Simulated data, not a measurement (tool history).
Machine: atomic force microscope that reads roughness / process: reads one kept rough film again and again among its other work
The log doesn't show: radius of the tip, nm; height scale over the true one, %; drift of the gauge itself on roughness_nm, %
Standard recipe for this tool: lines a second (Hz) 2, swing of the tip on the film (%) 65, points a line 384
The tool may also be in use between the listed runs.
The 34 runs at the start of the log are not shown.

run	hour	lines a second (Hz)	swing of the tip on the film (%)	points a line	pictures with this tip	hours of work since the height scale was calibrated	roughness of the kept film (nm (root mean square))
35	729.6	2.78	77	664	228	58	2.784
36	754.2	2.78	77	664	250	70	2.754
37	768.9	0.71	59	664	264	77	3.288
38	790.7	2.3	65	374	284	87	2.985
39	815.7	0.88	79	418	308	99	2.985
40	838.7	0.85	63	822	329	110	3.111
# hour 864.7: new tip fitted
41	866	3.12	88	293	1	123	2.853
42	882.3	0.88	65	384	16	131	3.903
43	897.9	2	68	384	30	139	3.629
44	929.7	2	58	370	60	154	3.728

Here are 3 independent what-if runs from the current tool condition. What would each one return?
A	959.9	2	72	384	88	169	?
B	959.9	1.16	82	798	88	169	?
C	959.9	1.9	65	384	88	169	?

run	roughness of the kept film (nm (root mean square))
A	3.369
B	3.407
C	3.543
With the hidden condition removed and each run's random variation left untouched, the same runs would have given:
run	roughness of the kept film (nm (root mean square))
A	3.633
B	3.674
C	3.821
